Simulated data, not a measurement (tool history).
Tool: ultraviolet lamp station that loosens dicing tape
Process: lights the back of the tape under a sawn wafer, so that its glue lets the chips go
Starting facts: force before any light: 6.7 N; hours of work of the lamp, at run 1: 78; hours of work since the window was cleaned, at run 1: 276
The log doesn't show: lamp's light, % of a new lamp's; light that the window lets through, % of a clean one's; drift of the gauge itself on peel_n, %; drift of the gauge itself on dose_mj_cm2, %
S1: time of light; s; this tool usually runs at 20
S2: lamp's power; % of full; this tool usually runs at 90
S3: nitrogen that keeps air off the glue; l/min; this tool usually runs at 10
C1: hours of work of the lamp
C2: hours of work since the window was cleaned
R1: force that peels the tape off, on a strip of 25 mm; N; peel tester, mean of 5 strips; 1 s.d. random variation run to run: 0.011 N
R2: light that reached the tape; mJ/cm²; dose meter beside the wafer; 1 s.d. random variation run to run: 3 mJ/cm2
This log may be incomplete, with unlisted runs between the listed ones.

run   hour  S1  S2  S3   C1   C2     R1   R2
  1    0.0  20  90  10   78  276  0.714  370
  2   11.8  20  90  10   85  283  0.714  369
  3   23.0  20  90  10   91  290  0.714  372
  4   29.4  20  90   4   95  294  1.205  364
  5   36.2  18  90  10   99  298  0.847  329
      39.9  -- window cleaned of glue's vapour
  6   46.5  30  90  10  105    4  0.308  660
  7   55.4  30  90  10  111    9  0.308  658
  8   66.0  17  90  10  117   16  0.674  371
  9   73.4  17  90  10  122   20  0.717  368
 10   85.6  20  90  10  129   28  0.528  433
 11   98.5  20  90  10  137   36  0.531  427
 12  105.6  20  90  10  141   40  0.560  427
 13  115.1  20  90  10  147   46  0.558  423
 14  127.0  20  90  10  154   53  0.561  417
 15  138.1  26  80  10  161   60  0.425  481
 16  146.1  26  80  10  166   64  0.442  481
 17  157.4  32  79  19  173   71  0.288  582
 18  166.6  40  90   8  178   77  0.256  826
 19  177.2  40  90   8  185   83  0.265  818
 20  190.1  40  90   8  192   91  0.262  822
 21  196.9  16  91  10  196   95  0.877  331
 22  206.3  16  91  10  202  101  0.863  325
 23  217.3  16  78   4  209  107  1.787  284
 24  226.3  15  78   4  214  113  1.909  264
 25  233.0  15  78   4  218  117  1.951  257
 26  241.8  35  71  10  224  122  0.355  548

A few steps of R1 between consecutive runs. Split each: what settings, incoming material and random variation would produce without the hidden state, and what is left over for the hidden state, along with gauge scatter present in only one of the two compared results (measured, and without hidden state):
Run 5 -> 6: S1 18 -> 30, window cleaned of glue's vapour. R1 -0.539 N: hidden state -0.264, all else -0.275.
Run 22 -> 23: S2 91 -> 78, S3 10 -> 4. R1 +0.924 N: hidden state +0.114, all else +0.810.
Run 25 -> 26: S1 15 -> 35, S2 78 -> 71, S3 4 -> 10. R1 -1.596 N: hidden state -0.252, all else -1.344.
